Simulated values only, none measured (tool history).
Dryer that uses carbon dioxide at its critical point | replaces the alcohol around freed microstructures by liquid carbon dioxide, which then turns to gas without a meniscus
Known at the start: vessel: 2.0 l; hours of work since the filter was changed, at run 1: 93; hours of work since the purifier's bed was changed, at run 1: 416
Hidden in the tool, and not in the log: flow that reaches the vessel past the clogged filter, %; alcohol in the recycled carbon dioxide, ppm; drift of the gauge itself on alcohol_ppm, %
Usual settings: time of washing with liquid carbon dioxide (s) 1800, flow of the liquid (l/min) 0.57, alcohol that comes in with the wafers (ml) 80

run,hour,time of washing with liquid carbon dioxide (s),flow of the liquid (l/min),alcohol that comes in with the wafers (ml),hours of work since the filter was changed,hours of work since the purifier's bed was changed,alcohol left in the vessel before it's heated (ppm by volume)
1,0,1800,0.57,80,93,416,113
2,14.8,1740,0.57,80,101,423,122
3,27.8,1740,0.57,80,107,430,119
4,37.9,1740,0.57,80,112,435,121
5,52.9,1740,0.57,80,120,442,130
6,66,1740,0.57,80,126,449,136
7,77.3,2280,0.57,80,132,454,70
8,94,2460,0.529,25,140,463,65
9,112,2100,0.358,28,149,472,169
10,126.7,2100,0.358,28,156,479,175
11,144.3,2100,0.358,28,165,488,183
12,162.4,1080,0.842,30,174,497,129
13,176.8,1080,0.842,46,181,504,170
# hour 184.7: inlet filter changed
14,198.2,2160,0.842,46,7,514,70

4 ways to go on from here, each from the tool as it stands after run 14. What would each give?
A,208,2160,0.407,116,12,519,?
B,208,1920,0.57,77,12,519,?
C,208,2760,0.57,44,12,519,?
D,208,1800,0.831,43,12,519,?

run,alcohol left in the vessel before it's heated (ppm by volume)
A,186
B,88
C,77
D,63
Without the tool's hidden state the same runs would have given:
run,alcohol left in the vessel before it's heated (ppm by volume)
A,115
B,19
C,11
D,0
